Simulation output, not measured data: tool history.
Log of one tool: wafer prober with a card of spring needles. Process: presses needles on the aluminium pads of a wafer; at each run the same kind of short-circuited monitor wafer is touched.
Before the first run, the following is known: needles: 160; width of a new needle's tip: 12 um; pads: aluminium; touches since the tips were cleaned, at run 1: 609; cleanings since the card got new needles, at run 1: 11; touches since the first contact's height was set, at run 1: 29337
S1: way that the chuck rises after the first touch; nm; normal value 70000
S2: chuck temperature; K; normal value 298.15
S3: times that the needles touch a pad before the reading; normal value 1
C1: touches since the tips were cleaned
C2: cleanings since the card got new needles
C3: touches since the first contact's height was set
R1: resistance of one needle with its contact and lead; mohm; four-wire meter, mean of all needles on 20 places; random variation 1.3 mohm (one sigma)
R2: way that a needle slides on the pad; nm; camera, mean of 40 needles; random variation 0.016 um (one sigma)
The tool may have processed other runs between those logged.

{"run": 1, "hour": 0.0, "S1": 70000, "S2": 298.15, "S3": 1, "C1": 609, "C2": 11, "C3": 29337, "R1": 104, "R2": 10200}
{"hour": 3.6, "done": "tips cleaned on abrasive film"}
{"hour": 9.5, "done": "tips cleaned on abrasive film"}
{"hour": 15.0, "done": "tips cleaned on abrasive film"}
{"run": 2, "hour": 15.0, "S1": 70000, "S2": 298.15, "S3": 1, "C1": 0, "C2": 14, "C3": 36120, "R1": 102, "R2": 10230}
{"hour": 20.9, "done": "tips cleaned on abrasive film"}
{"hour": 26.8, "done": "tips cleaned on abrasive film"}
{"hour": 32.7, "done": "tips cleaned on abrasive film"}
{"run": 3, "hour": 35.3, "S1": 70000, "S2": 299.15, "S3": 1, "C1": 1206, "C2": 17, "C3": 45370, "R1": 109, "R2": 10210}
{"hour": 37.8, "done": "tips cleaned on abrasive film"}
{"hour": 42.5, "done": "tips cleaned on abrasive film"}
{"hour": 48.4, "done": "tips cleaned on abrasive film"}
{"run": 4, "hour": 52.1, "S1": 70000, "S2": 298.15, "S3": 1, "C1": 1678, "C2": 20, "C3": 52945, "R1": 110, "R2": 10190}
{"hour": 53.3, "done": "tips cleaned on abrasive film"}
{"hour": 53.6, "done": "height of the first contact set anew"}
{"hour": 58.4, "done": "tips cleaned on abrasive film"}
{"hour": 64.3, "done": "tips cleaned on abrasive film"}
{"hour": 70.2, "done": "tips cleaned on abrasive film"}
{"hour": 74.9, "done": "tips cleaned on abrasive film"}
{"hour": 80.9, "done": "tips cleaned on abrasive film"}
{"run": 5, "hour": 82.2, "S1": 70000, "S2": 298.15, "S3": 2, "C1": 618, "C2": 26, "C3": 12954, "R1": 103, "R2": 10100}
{"hour": 85.8, "done": "tips cleaned on abrasive film"}
{"hour": 91.7, "done": "tips cleaned on abrasive film"}
{"hour": 97.8, "done": "height of the first contact set anew, once more"}
{"hour": 97.9, "done": "tips cleaned on abrasive film"}
{"hour": 103.8, "done": "tips cleaned on abrasive film"}
{"hour": 109.7, "done": "tips cleaned on abrasive film"}
{"run": 6, "hour": 110.6, "S1": 70000, "S2": 298.15, "S3": 2, "C1": 413, "C2": 31, "C3": 5777, "R1": 102, "R2": 10280}
{"hour": 115.4, "done": "tips cleaned on abrasive film"}
{"hour": 120.1, "done": "tips cleaned on abrasive film"}
{"hour": 126.0, "done": "tips cleaned on abrasive film"}
{"hour": 131.4, "done": "tips cleaned on abrasive film"}
{"run": 7, "hour": 131.4, "S1": 56000, "S2": 298.15, "S3": 1, "C1": 0, "C2": 35, "C3": 15152, "R1": 104, "R2": 8190}
{"hour": 137.3, "done": "tips cleaned on abrasive film"}
{"hour": 143.2, "done": "tips cleaned on abrasive film"}
{"hour": 147.9, "done": "tips cleaned on abrasive film"}
{"run": 8, "hour": 151.2, "S1": 56000, "S2": 298.15, "S3": 1, "C1": 1508, "C2": 38, "C3": 24168, "R1": 113, "R2": 8180}
{"hour": 153.6, "done": "tips cleaned on abrasive film"}
{"hour": 159.5, "done": "tips cleaned on abrasive film"}
{"hour": 165.4, "done": "tips cleaned on abrasive film"}
{"run": 9, "hour": 167.0, "S1": 72000, "S2": 332.15, "S3": 1, "C1": 717, "C2": 41, "C3": 31321, "R1": 111, "R2": 10530}
{"hour": 170.6, "done": "tips cleaned on abrasive film"}
{"hour": 176.5, "done": "tips cleaned on abrasive film"}
{"hour": 182.4, "done": "tips cleaned on abrasive film"}
{"run": 10, "hour": 184.2, "S1": 72000, "S2": 332.15, "S3": 1, "C1": 827, "C2": 44, "C3": 39118, "R1": 111, "R2": 10520}
{"hour": 187.8, "done": "tips cleaned on abrasive film"}
{"hour": 192.5, "done": "tips cleaned on abrasive film"}
{"hour": 198.4, "done": "tips cleaned on abrasive film"}
{"run": 11, "hour": 202.2, "S1": 72000, "S2": 332.15, "S3": 1, "C1": 1743, "C2": 47, "C3": 47297, "R1": 117, "R2": 10460}
{"hour": 203.5, "done": "tips cleaned on abrasive film"}
{"hour": 209.4, "done": "tips cleaned on abrasive film"}
{"hour": 215.3, "done": "tips cleaned on abrasive film"}
{"hour": 220.1, "done": "tips cleaned on abrasive film"}
{"run": 12, "hour": 221.5, "S1": 83000, "S2": 329.15, "S3": 1, "C1": 642, "C2": 51, "C3": 55987, "R1": 110, "R2": 12090}

Entry by entry between the runs, the difference in hidden state between the last listed run before and the first listed run after:
Runs 1 to 2: tips cleaned on abrasive film (hour 3.6); tips cleaned on abrasive film (hour 9.5); tips cleaned on abrasive film (hour 15)
  debris on the tips, nm: 10.1 -> 1.8; way that the needles fall short of the set height, um: 0.47 -> 0.61; tips' diameter, um: 12.16 -> 12.21
  measured value less the no-hidden-state value, R1: +4 -> +1 mohm; R2: -70 -> -90 nm
Runs 2 to 3: tips cleaned on abrasive film (hour 20.9); tips cleaned on abrasive film (hour 26.8); tips cleaned on abrasive film (hour 32.7)
  debris on the tips, nm: 1.8 -> 16.9; way that the needles fall short of the set height, um: 0.61 -> 0.74; tips' diameter, um: 12.21 -> 12.26
  measured value less the no-hidden-state value, R1: +1 -> +8 mohm; R2: -90 -> -110 nm
Runs 3 to 4: tips cleaned on abrasive film (hour 37.8); tips cleaned on abrasive film (hour 42.5); tips cleaned on abrasive film (hour 48.4)
  debris on the tips, nm: 16.9 -> 21.8; way that the needles fall short of the set height, um: 0.74 -> 0.87; tips' diameter, um: 12.26 -> 12.31
  measured value less the no-hidden-state value, R1: +8 -> +10 mohm; R2: -110 -> -130 nm
Runs 4 to 5: tips cleaned on abrasive film (hour 53.3); height of the first contact set anew (hour 53.6); tips cleaned on abrasive film (hour 58.4); tips cleaned on abrasive film (hour 64.3); tips cleaned on abrasive film (hour 70.2); tips cleaned on abrasive film (hour 74.9); tips cleaned on abrasive film (hour 80.9)
  debris on the tips, nm: 21.8 -> 8.3; way that the needles fall short of the set height, um: 0.87 -> 1.36; tips' diameter, um: 12.31 -> 12.4
  measured value less the no-hidden-state value, R1: +10 -> +2 mohm; R2: -130 -> -210 nm
Runs 5 to 6: tips cleaned on abrasive film (hour 85.8); tips cleaned on abrasive film (hour 91.7); height of the first contact set anew, once more (hour 97.8); tips cleaned on abrasive film (hour 97.9); tips cleaned on abrasive film (hour 103.8); tips cleaned on abrasive film (hour 109.7)
  debris on the tips, nm: 8.3 -> 8.9; way that the needles fall short of the set height, um: 1.36 -> 0.13; tips' diameter, um: 12.4 -> 12.47
  measured value less the no-hidden-state value, R1: +2 -> +2 mohm; R2: -210 -> -20 nm
Runs 6 to 7: tips cleaned on abrasive film (hour 115.4); tips cleaned on abrasive film (hour 120.1); tips cleaned on abrasive film (hour 126); tips cleaned on abrasive film (hour 131.4)
  debris on the tips, nm: 8.9 -> 1.9; way that the needles fall short of the set height, um: 0.13 -> 0.31; tips' diameter, um: 12.47 -> 12.54
  measured value less the no-hidden-state value, R1: +2 -> +1 mohm; R2: -20 -> -50 nm
Runs 7 to 8: tips cleaned on abrasive film (hour 137.3); tips cleaned on abrasive film (hour 143.2); tips cleaned on abrasive film (hour 147.9)
  debris on the tips, nm: 1.9 -> 19.5; way that the needles fall short of the set height, um: 0.31 -> 0.43; tips' diameter, um: 12.54 -> 12.58
  measured value less the no-hidden-state value, R1: +1 -> +12 mohm; R2: -50 -> -60 nm
Runs 8 to 9: tips cleaned on abrasive film (hour 153.6); tips cleaned on abrasive film (hour 159.5); tips cleaned on abrasive film (hour 165.4)
  debris on the tips, nm: 19.5 -> 9.6; way that the needles fall short of the set height, um: 0.43 -> 0.58; tips' diameter, um: 12.58 -> 12.63
  measured value less the no-hidden-state value, R1: +12 -> +4 mohm; R2: -60 -> -80 nm
Runs 9 to 10: tips cleaned on abrasive film (hour 170.6); tips cleaned on abrasive film (hour 176.5); tips cleaned on abrasive film (hour 182.4)
  debris on the tips, nm: 9.6 -> 11.3; way that the needles fall short of the set height, um: 0.58 -> 0.69; tips' diameter, um: 12.63 -> 12.67
  measured value less the no-hidden-state value, R1: +4 -> +5 mohm; R2: -80 -> -100 nm
Runs 10 to 11: tips cleaned on abrasive film (hour 187.8); tips cleaned on abrasive film (hour 192.5); tips cleaned on abrasive film (hour 198.4)
  debris on the tips, nm: 11.3 -> 20; way that the needles fall short of the set height, um: 0.69 -> 0.8; tips' diameter, um: 12.67 -> 12.71
  measured value less the no-hidden-state value, R1: +5 -> +9 mohm; R2: -100 -> -120 nm
Runs 11 to 12: tips cleaned on abrasive film (hour 203.5); tips cleaned on abrasive film (hour 209.4); tips cleaned on abrasive film (hour 215.3); tips cleaned on abrasive film (hour 220.1)
  debris on the tips, nm: 20 -> 10.1; way that the needles fall short of the set height, um: 0.8 -> 0.95; tips' diameter, um: 12.71 -> 12.76
  measured value less the no-hidden-state value, R1: +9 -> +4 mohm; R2: -120 -> -140 nm

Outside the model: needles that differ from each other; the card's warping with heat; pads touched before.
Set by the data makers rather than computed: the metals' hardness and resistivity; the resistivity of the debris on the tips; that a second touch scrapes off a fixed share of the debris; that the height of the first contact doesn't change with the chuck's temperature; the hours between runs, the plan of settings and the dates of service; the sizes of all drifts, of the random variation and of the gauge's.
